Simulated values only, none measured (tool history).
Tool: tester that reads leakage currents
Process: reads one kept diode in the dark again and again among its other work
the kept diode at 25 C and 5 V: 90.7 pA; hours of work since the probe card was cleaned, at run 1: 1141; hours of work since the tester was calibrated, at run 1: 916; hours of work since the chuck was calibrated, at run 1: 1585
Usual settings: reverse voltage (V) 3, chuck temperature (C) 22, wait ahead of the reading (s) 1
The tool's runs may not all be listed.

run,hour,reverse voltage (V),chuck temperature (C),wait ahead of the reading (s),hours of work since the probe card was cleaned,hours of work since the tester was calibrated,hours of work since the chuck was calibrated,current that the tester gives (pA)
1,0,3,22,1,1141,916,1585,48.22
2,59.1,3,22,1,1170,945,1614,47.98
3,134.7,3,22,2.18,1207,982,1651,47.96
4,189.4,3,22,2.18,1233,1009,1678,47.41
5,272.8,3,22,2.18,1274,1049,1718,47.65
6,331,3,22,2.18,1302,1078,1747,47.46
7,372,15.81,23,6.56,1322,1098,1767,122.77
8,448.9,15.81,35,1.48,1360,1135,1804,365.76
9,506.8,6.98,22,1,1388,1164,1833,73.63
10,546.7,6.98,22,1,1408,1183,1852,73.16
11,609.5,2.07,22,1,1438,1214,1883,38.93
12,677.3,2.13,22,1,1471,1247,1916,39.65

4 ways to go on from here, each from the tool as it stands after run 12. What would each give?
A,734.5,16.27,24,5.52,1499,1275,1944,?
B,734.5,2.72,22,1,1499,1275,1944,?
C,734.5,5.39,26,0.92,1499,1275,1944,?
D,734.5,1.58,22,1,1499,1275,1944,?

run,current that the tester gives (pA)
A,135.46
B,44.52
C,93.54
D,34.37
Without the tool's hidden state the same runs would have given:
run,current that the tester gives (pA)
A,147.06
B,50.26
C,105.29
D,39.14

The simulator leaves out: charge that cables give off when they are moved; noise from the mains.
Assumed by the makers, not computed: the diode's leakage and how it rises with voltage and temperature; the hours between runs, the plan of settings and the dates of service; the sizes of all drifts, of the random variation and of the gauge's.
